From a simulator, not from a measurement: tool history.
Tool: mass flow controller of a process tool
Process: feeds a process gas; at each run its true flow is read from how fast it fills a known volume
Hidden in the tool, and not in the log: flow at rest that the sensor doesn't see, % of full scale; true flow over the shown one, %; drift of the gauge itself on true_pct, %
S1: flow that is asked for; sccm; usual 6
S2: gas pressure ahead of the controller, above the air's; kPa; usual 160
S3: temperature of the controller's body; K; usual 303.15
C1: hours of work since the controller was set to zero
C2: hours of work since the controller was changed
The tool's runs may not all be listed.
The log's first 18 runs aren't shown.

Run 19, hour 2161.5: usual settings but S1 17 sccm, S3 300.15 K; C1 3684; C2 3684. Result: true flow (%) 97.94.
Run 20, hour 2319.4: usual settings but S1 17 sccm, S3 300.15 K; C1 3756; C2 3756. Result: true flow (%) 98.08.
At hour 2331.5: controller's zero set anew.
Run 21, hour 2396.5: usual settings but S1 13 sccm, S3 312.15 K; C1 29; C2 3790. Result: true flow (%) 99.41.
Run 22, hour 2552.8: usual settings but S1 14 sccm, S2 167 kPa; C1 100; C2 3861. Result: true flow (%) 98.36.
Run 23, hour 2725.3: usual settings but S2 256 kPa, S3 299.15 K; C1 178; C2 3939. Result: true flow (%) 98.71.
Run 24, hour 2816.1: usual settings but S2 176 kPa, S3 305.15 K; C1 219; C2 3980. Result: true flow (%) 98.70.
Run 25, hour 2998.2: usual settings but S1 7 sccm, S2 188 kPa, S3 305.15 K; C1 301; C2 4062. Result: true flow (%) 98.76.
Run 26, hour 3133.5: usual settings but S1 11 sccm, S2 210 kPa, S3 312.15 K; C1 362; C2 4123. Result: true flow (%) 99.52.
At hour 3175.4: controller's zero set anew, once more.
Run 27, hour 3304.5: usual settings but S1 11 sccm, S2 210 kPa, S3 312.15 K; C1 58; C2 4200. Result: true flow (%) 99.03.
Run 28, hour 3460.9: usual settings but S1 11 sccm, S2 179 kPa, S3 298.15 K; C1 129; C2 4271. Result: true flow (%) 97.09.
Run 29, hour 3548.1: usual settings but S2 149 kPa; C1 168; C2 4310. Result: true flow (%) 97.40.
Run 30, hour 3670.7: usual settings but S1 11 sccm; C1 224; C2 4365. Result: true flow (%) 97.55.
Run 31, hour 3821.2: usual settings but S1 7 sccm, S2 279 kPa; C1 292; C2 4433. Result: true flow (%) 98.15.
Run 32, hour 3990.9: usual settings but S1 3 sccm, S2 279 kPa; C1 368; C2 4510. Result: true flow (%) 98.02.
Run 33, hour 4161.5: usual settings but S1 3 sccm, S2 279 kPa; C1 445; C2 4587. Result: true flow (%) 98.01.
Run 34, hour 4300.6: usual settings but S1 3 sccm, S2 279 kPa; C1 508; C2 4650. Result: true flow (%) 98.11.
Run 35, hour 4451.5: usual settings but S1 16 sccm, S2 199 kPa; C1 576; C2 4718. Result: true flow (%) 97.71.
Run 36, hour 4627.7: usual settings but S1 4 sccm, S3 297.15 K; C1 656; C2 4797. Result: true flow (%) 96.56.
Run 37, hour 4808.6: usual settings but S1 10 sccm, S2 237 kPa, S3 306.15 K; C1 737; C2 4879. Result: true flow (%) 98.12.
Run 38, hour 4927.0: usual settings but S1 10 sccm, S2 237 kPa, S3 299.15 K; C1 791; C2 4932. Result: true flow (%) 97.21.
Run 39, hour 5040.9: usual settings but S1 10 sccm, S2 203 kPa, S3 296.15 K; C1 842; C2 4984. Result: true flow (%) 96.66.

4 ways to go on from here, each from the tool as it stands after run 39. What would each give?
Run A, hour 5134.1: usual settings but S1 7 sccm, S3 294.15 K; C1 884; C2 5026. Result: true flow (%) ?.
Run B, hour 5134.1: usual settings but S1 4 sccm, S2 168 kPa, S3 296.15 K; C1 884; C2 5026. Result: true flow (%) ?.
Run C, hour 5134.1: usual settings but S2 157 kPa; C1 884; C2 5026. Result: true flow (%) ?.
Run D, hour 5134.1: usual settings but S2 254 kPa; C1 884; C2 5026. Result: true flow (%) ?.

run  true flow (%)
  A          95.98
  B          96.35
  C          97.09
  D          97.77
Without the tool's hidden state the same runs would have given:
run  true flow (%)
  A          98.68
  B          98.95
  C          99.77
  D         100.45
